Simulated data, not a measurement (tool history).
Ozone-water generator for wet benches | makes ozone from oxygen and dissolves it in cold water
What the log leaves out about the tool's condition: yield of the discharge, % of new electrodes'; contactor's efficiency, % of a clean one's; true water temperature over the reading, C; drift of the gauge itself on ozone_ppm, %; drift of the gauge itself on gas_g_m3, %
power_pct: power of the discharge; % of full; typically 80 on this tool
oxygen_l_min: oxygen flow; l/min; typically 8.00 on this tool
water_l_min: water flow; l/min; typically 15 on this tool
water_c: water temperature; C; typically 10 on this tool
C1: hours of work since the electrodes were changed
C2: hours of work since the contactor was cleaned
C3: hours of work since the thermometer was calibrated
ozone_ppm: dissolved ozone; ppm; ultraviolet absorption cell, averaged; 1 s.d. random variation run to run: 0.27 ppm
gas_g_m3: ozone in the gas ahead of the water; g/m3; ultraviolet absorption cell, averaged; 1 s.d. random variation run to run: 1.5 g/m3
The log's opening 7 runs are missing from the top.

{"run": 8, "hour": 888.4, "power_pct": 80, "oxygen_l_min": 8.0, "water_l_min": 15, "water_c": 10, "C1": 805, "C2": 6072, "C3": 2046, "ozone_ppm": 41.8, "gas_g_m3": 290.2}
{"run": 9, "hour": 1015.1, "power_pct": 80, "oxygen_l_min": 8.0, "water_l_min": 15, "water_c": 10, "C1": 913, "C2": 6180, "C3": 2154, "ozone_ppm": 42.0, "gas_g_m3": 289.9}
{"run": 10, "hour": 1090.8, "power_pct": 80, "oxygen_l_min": 8.0, "water_l_min": 15, "water_c": 10, "C1": 977, "C2": 6245, "C3": 2219, "ozone_ppm": 42.3, "gas_g_m3": 290.0}
{"run": 11, "hour": 1171.5, "power_pct": 80, "oxygen_l_min": 8.0, "water_l_min": 15, "water_c": 10, "C1": 1046, "C2": 6314, "C3": 2287, "ozone_ppm": 41.6, "gas_g_m3": 288.9}
{"run": 12, "hour": 1304.1, "power_pct": 86, "oxygen_l_min": 8.0, "water_l_min": 15, "water_c": 10, "C1": 1159, "C2": 6427, "C3": 2400, "ozone_ppm": 44.4, "gas_g_m3": 313.4}
{"run": 13, "hour": 1380.3, "power_pct": 80, "oxygen_l_min": 11.0, "water_l_min": 15, "water_c": 10, "C1": 1224, "C2": 6491, "C3": 2465, "ozone_ppm": 39.8, "gas_g_m3": 246.8}
{"run": 14, "hour": 1543.3, "power_pct": 80, "oxygen_l_min": 8.0, "water_l_min": 15, "water_c": 7, "C1": 1363, "C2": 6630, "C3": 2604, "ozone_ppm": 43.9, "gas_g_m3": 292.1}
{"run": 15, "hour": 1707.6, "power_pct": 80, "oxygen_l_min": 8.0, "water_l_min": 15, "water_c": 7, "C1": 1503, "C2": 6771, "C3": 2744, "ozone_ppm": 44.6, "gas_g_m3": 292.3}
{"run": 16, "hour": 1828.1, "power_pct": 80, "oxygen_l_min": 8.0, "water_l_min": 15, "water_c": 7, "C1": 1606, "C2": 6873, "C3": 2847, "ozone_ppm": 44.1, "gas_g_m3": 290.9}
{"hour": 1975.2, "done": "water thermometer calibrated"}
{"run": 17, "hour": 1975.2, "power_pct": 80, "oxygen_l_min": 8.0, "water_l_min": 15, "water_c": 7, "C1": 1731, "C2": 6998, "C3": 0, "ozone_ppm": 43.8, "gas_g_m3": 291.8}
{"run": 18, "hour": 2086.3, "power_pct": 93, "oxygen_l_min": 7.98, "water_l_min": 10, "water_c": 7, "C1": 1825, "C2": 7093, "C3": 95, "ozone_ppm": 66.5, "gas_g_m3": 341.3}
{"run": 19, "hour": 2180.0, "power_pct": 93, "oxygen_l_min": 7.98, "water_l_min": 15, "water_c": 7, "C1": 1905, "C2": 7173, "C3": 175, "ozone_ppm": 50.5, "gas_g_m3": 335.1}
{"run": 20, "hour": 2278.1, "power_pct": 80, "oxygen_l_min": 8.0, "water_l_min": 16, "water_c": 10, "C1": 1989, "C2": 7256, "C3": 258, "ozone_ppm": 39.5, "gas_g_m3": 293.5}
{"run": 21, "hour": 2455.3, "power_pct": 80, "oxygen_l_min": 8.0, "water_l_min": 16, "water_c": 10, "C1": 2140, "C2": 7407, "C3": 409, "ozone_ppm": 39.5, "gas_g_m3": 293.7}
{"run": 22, "hour": 2603.4, "power_pct": 84, "oxygen_l_min": 8.0, "water_l_min": 21, "water_c": 6, "C1": 2266, "C2": 7534, "C3": 536, "ozone_ppm": 36.1, "gas_g_m3": 305.0}
{"run": 23, "hour": 2678.0, "power_pct": 41, "oxygen_l_min": 9.36, "water_l_min": 21, "water_c": 6, "C1": 2330, "C2": 7597, "C3": 599, "ozone_ppm": 18.2, "gas_g_m3": 142.8}
{"run": 24, "hour": 2804.2, "power_pct": 96, "oxygen_l_min": 6.43, "water_l_min": 21, "water_c": 6, "C1": 2437, "C2": 7705, "C3": 707, "ozone_ppm": 40.5, "gas_g_m3": 393.8}
{"run": 25, "hour": 2888.0, "power_pct": 96, "oxygen_l_min": 6.43, "water_l_min": 21, "water_c": 6, "C1": 2509, "C2": 7776, "C3": 778, "ozone_ppm": 40.4, "gas_g_m3": 390.9}

Forecast run 26:
{"run": 26, "hour": 2999.6, "power_pct": 96, "oxygen_l_min": 6.43, "water_l_min": 21, "water_c": 6, "C1": 2604, "C2": 7871, "C3": 873, "ozone_ppm": "?", "gas_g_m3": "?"}

{"run 26": {"ozone_ppm": 40.3, "gas_g_m3": 392.5}}
The same run, on a tool lacking any hidden state, would have yielded ozone_ppm 40.4 ppm, gas_g_m3 386.6 g/m3.
